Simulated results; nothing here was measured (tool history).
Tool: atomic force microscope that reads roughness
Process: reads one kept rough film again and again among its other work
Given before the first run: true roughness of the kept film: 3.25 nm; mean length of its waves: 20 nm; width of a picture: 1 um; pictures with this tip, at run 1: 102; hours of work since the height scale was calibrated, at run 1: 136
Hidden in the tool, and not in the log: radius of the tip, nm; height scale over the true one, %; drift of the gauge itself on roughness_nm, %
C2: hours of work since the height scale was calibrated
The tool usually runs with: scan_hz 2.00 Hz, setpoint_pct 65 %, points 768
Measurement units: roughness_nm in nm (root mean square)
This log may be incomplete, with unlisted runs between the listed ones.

{"run": 1, "hour": 0.0, "scan_hz": 2.0, "setpoint_pct": 65, "points": 768, "pictures with this tip": 102, "C2": 136, "roughness_nm": 1.527}
{"run": 2, "hour": 7.6, "scan_hz": 2.0, "setpoint_pct": 65, "points": 768, "pictures with this tip": 108, "C2": 139, "roughness_nm": 1.487}
{"run": 3, "hour": 15.2, "scan_hz": 2.0, "setpoint_pct": 65, "points": 768, "pictures with this tip": 115, "C2": 143, "roughness_nm": 1.455}
{"run": 4, "hour": 24.9, "scan_hz": 2.0, "setpoint_pct": 65, "points": 768, "pictures with this tip": 122, "C2": 147, "roughness_nm": 1.429}
{"run": 5, "hour": 36.1, "scan_hz": 2.0, "setpoint_pct": 61, "points": 768, "pictures with this tip": 131, "C2": 152, "roughness_nm": 1.432}
{"run": 6, "hour": 42.8, "scan_hz": 2.0, "setpoint_pct": 61, "points": 768, "pictures with this tip": 137, "C2": 155, "roughness_nm": 1.423}
{"hour": 47.1, "done": "new tip fitted"}
{"run": 7, "hour": 54.9, "scan_hz": 2.0, "setpoint_pct": 65, "points": 768, "pictures with this tip": 6, "C2": 160, "roughness_nm": 2.288}
{"run": 8, "hour": 66.9, "scan_hz": 2.06, "setpoint_pct": 65, "points": 768, "pictures with this tip": 15, "C2": 166, "roughness_nm": 2.186}
{"run": 9, "hour": 72.2, "scan_hz": 2.06, "setpoint_pct": 65, "points": 768, "pictures with this tip": 20, "C2": 168, "roughness_nm": 2.123}
{"run": 10, "hour": 81.5, "scan_hz": 2.84, "setpoint_pct": 65, "points": 768, "pictures with this tip": 27, "C2": 172, "roughness_nm": 1.976}
{"run": 11, "hour": 89.9, "scan_hz": 2.0, "setpoint_pct": 65, "points": 557, "pictures with this tip": 34, "C2": 176, "roughness_nm": 2.006}
{"run": 12, "hour": 101.3, "scan_hz": 2.0, "setpoint_pct": 65, "points": 557, "pictures with this tip": 43, "C2": 181, "roughness_nm": 1.926}
{"run": 13, "hour": 109.7, "scan_hz": 2.0, "setpoint_pct": 65, "points": 557, "pictures with this tip": 50, "C2": 185, "roughness_nm": 1.888}
{"run": 14, "hour": 121.3, "scan_hz": 2.0, "setpoint_pct": 57, "points": 768, "pictures with this tip": 59, "C2": 190, "roughness_nm": 1.89}
{"run": 15, "hour": 127.5, "scan_hz": 2.0, "setpoint_pct": 57, "points": 768, "pictures with this tip": 64, "C2": 193, "roughness_nm": 1.854}
{"run": 16, "hour": 136.5, "scan_hz": 2.0, "setpoint_pct": 65, "points": 768, "pictures with this tip": 71, "C2": 197, "roughness_nm": 1.729}
{"run": 17, "hour": 145.6, "scan_hz": 1.44, "setpoint_pct": 65, "points": 768, "pictures with this tip": 79, "C2": 201, "roughness_nm": 1.706}
{"run": 18, "hour": 152.8, "scan_hz": 2.0, "setpoint_pct": 62, "points": 768, "pictures with this tip": 84, "C2": 204, "roughness_nm": 1.669}
{"run": 19, "hour": 161.5, "scan_hz": 1.32, "setpoint_pct": 65, "points": 768, "pictures with this tip": 91, "C2": 208, "roughness_nm": 1.654}
{"run": 20, "hour": 170.2, "scan_hz": 1.36, "setpoint_pct": 65, "points": 768, "pictures with this tip": 98, "C2": 212, "roughness_nm": 1.607}
{"run": 21, "hour": 180.9, "scan_hz": 1.36, "setpoint_pct": 65, "points": 768, "pictures with this tip": 107, "C2": 217, "roughness_nm": 1.574}
{"run": 22, "hour": 193.0, "scan_hz": 0.81, "setpoint_pct": 65, "points": 768, "pictures with this tip": 117, "C2": 222, "roughness_nm": 1.557}
{"run": 23, "hour": 199.4, "scan_hz": 0.81, "setpoint_pct": 65, "points": 768, "pictures with this tip": 122, "C2": 225, "roughness_nm": 1.537}
{"run": 24, "hour": 208.5, "scan_hz": 2.0, "setpoint_pct": 65, "points": 418, "pictures with this tip": 129, "C2": 229, "roughness_nm": 1.405}
{"run": 25, "hour": 217.4, "scan_hz": 2.0, "setpoint_pct": 65, "points": 418, "pictures with this tip": 136, "C2": 233, "roughness_nm": 1.383}
{"hour": 222.4, "done": "new tip fitted"}
{"run": 26, "hour": 223.5, "scan_hz": 2.0, "setpoint_pct": 65, "points": 418, "pictures with this tip": 1, "C2": 235, "roughness_nm": 2.364}
{"run": 27, "hour": 235.0, "scan_hz": 0.89, "setpoint_pct": 65, "points": 768, "pictures with this tip": 10, "C2": 241, "roughness_nm": 2.429}
{"run": 28, "hour": 240.3, "scan_hz": 1.86, "setpoint_pct": 65, "points": 768, "pictures with this tip": 14, "C2": 243, "roughness_nm": 2.255}
{"run": 29, "hour": 249.1, "scan_hz": 2.78, "setpoint_pct": 89, "points": 708, "pictures with this tip": 21, "C2": 247, "roughness_nm": 1.608}
{"run": 30, "hour": 260.0, "scan_hz": 0.64, "setpoint_pct": 57, "points": 768, "pictures with this tip": 30, "C2": 252, "roughness_nm": 2.254}
{"run": 31, "hour": 269.2, "scan_hz": 2.0, "setpoint_pct": 62, "points": 768, "pictures with this tip": 37, "C2": 256, "roughness_nm": 2.048}
{"run": 32, "hour": 279.1, "scan_hz": 2.0, "setpoint_pct": 70, "points": 490, "pictures with this tip": 45, "C2": 260, "roughness_nm": 1.875}
{"hour": 281.1, "done": "height scale calibrated on a step standard"}
{"run": 33, "hour": 291.5, "scan_hz": 1.94, "setpoint_pct": 65, "points": 768, "pictures with this tip": 54, "C2": 5, "roughness_nm": 1.886}
{"run": 34, "hour": 299.5, "scan_hz": 2.69, "setpoint_pct": 83, "points": 768, "pictures with this tip": 61, "C2": 8, "roughness_nm": 1.484}
{"run": 35, "hour": 307.6, "scan_hz": 2.65, "setpoint_pct": 90, "points": 768, "pictures with this tip": 67, "C2": 12, "roughness_nm": 1.311}
{"run": 36, "hour": 315.1, "scan_hz": 0.98, "setpoint_pct": 70, "points": 268, "pictures with this tip": 73, "C2": 15, "roughness_nm": 1.739}
{"run": 37, "hour": 320.6, "scan_hz": 1.93, "setpoint_pct": 90, "points": 300, "pictures with this tip": 78, "C2": 18, "roughness_nm": 1.363}
{"run": 38, "hour": 328.5, "scan_hz": 1.93, "setpoint_pct": 90, "points": 300, "pictures with this tip": 84, "C2": 21, "roughness_nm": 1.324}
{"hour": 340.8, "done": "height scale calibrated on a step standard, once more"}
{"run": 39, "hour": 341.3, "scan_hz": 1.4, "setpoint_pct": 90, "points": 412, "pictures with this tip": 93, "C2": 0, "roughness_nm": 1.392}
{"run": 40, "hour": 348.0, "scan_hz": 2.0, "setpoint_pct": 88, "points": 768, "pictures with this tip": 99, "C2": 3, "roughness_nm": 1.286}
{"run": 41, "hour": 357.7, "scan_hz": 2.0, "setpoint_pct": 88, "points": 768, "pictures with this tip": 106, "C2": 8, "roughness_nm": 1.26}
{"run": 42, "hour": 367.1, "scan_hz": 1.94, "setpoint_pct": 55, "points": 707, "pictures with this tip": 114, "C2": 12, "roughness_nm": 1.565}
{"run": 43, "hour": 375.5, "scan_hz": 0.88, "setpoint_pct": 63, "points": 707, "pictures with this tip": 121, "C2": 15, "roughness_nm": 1.548}
{"run": 44, "hour": 384.0, "scan_hz": 0.88, "setpoint_pct": 63, "points": 707, "pictures with this tip": 127, "C2": 19, "roughness_nm": 1.532}
{"run": 45, "hour": 389.3, "scan_hz": 2.0, "setpoint_pct": 65, "points": 268, "pictures with this tip": 132, "C2": 22, "roughness_nm": 1.372}
{"run": 46, "hour": 394.4, "scan_hz": 2.0, "setpoint_pct": 65, "points": 268, "pictures with this tip": 136, "C2": 24, "roughness_nm": 1.369}
{"hour": 400.2, "done": "new tip fitted"}
{"run": 47, "hour": 400.3, "scan_hz": 1.39, "setpoint_pct": 65, "points": 559, "pictures with this tip": 0, "C2": 26, "roughness_nm": 2.441}
{"run": 48, "hour": 406.4, "scan_hz": 0.59, "setpoint_pct": 55, "points": 509, "pictures with this tip": 5, "C2": 29, "roughness_nm": 2.514}
{"run": 49, "hour": 417.9, "scan_hz": 1.42, "setpoint_pct": 65, "points": 768, "pictures with this tip": 14, "C2": 34, "roughness_nm": 2.289}
{"run": 50, "hour": 423.1, "scan_hz": 0.53, "setpoint_pct": 58, "points": 370, "pictures with this tip": 18, "C2": 37, "roughness_nm": 2.334}
{"run": 51, "hour": 430.3, "scan_hz": 3.2, "setpoint_pct": 71, "points": 794, "pictures with this tip": 24, "C2": 40, "roughness_nm": 1.915}
{"run": 52, "hour": 438.4, "scan_hz": 1.66, "setpoint_pct": 59, "points": 260, "pictures with this tip": 31, "C2": 43, "roughness_nm": 2.086}

Predict each of these 5 candidate next runs independently; none follows another, all start after run 52:
{"run": "A", "hour": 446.1, "scan_hz": 0.59, "setpoint_pct": 65, "points": 929, "pictures with this tip": 37, "C2": 47, "roughness_nm": "?"}
{"run": "B", "hour": 446.1, "scan_hz": 1.97, "setpoint_pct": 56, "points": 768, "pictures with this tip": 37, "C2": 47, "roughness_nm": "?"}
{"run": "C", "hour": 446.1, "scan_hz": 0.73, "setpoint_pct": 65, "points": 768, "pictures with this tip": 37, "C2": 47, "roughness_nm": "?"}
{"run": "D", "hour": 446.1, "scan_hz": 1.63, "setpoint_pct": 82, "points": 768, "pictures with this tip": 37, "C2": 47, "roughness_nm": "?"}
{"run": "E", "hour": 446.1, "scan_hz": 0.57, "setpoint_pct": 73, "points": 390, "pictures with this tip": 37, "C2": 47, "roughness_nm": "?"}

run=A roughness_nm=2.170
run=B roughness_nm=2.102
run=C roughness_nm=2.133
run=D roughness_nm=1.827
run=E roughness_nm=2.077
With no hidden state in the tool, these same runs would have given:
run=A roughness_nm=2.596
run=B roughness_nm=2.516
run=C roughness_nm=2.553
run=D roughness_nm=2.188
run=E roughness_nm=2.487

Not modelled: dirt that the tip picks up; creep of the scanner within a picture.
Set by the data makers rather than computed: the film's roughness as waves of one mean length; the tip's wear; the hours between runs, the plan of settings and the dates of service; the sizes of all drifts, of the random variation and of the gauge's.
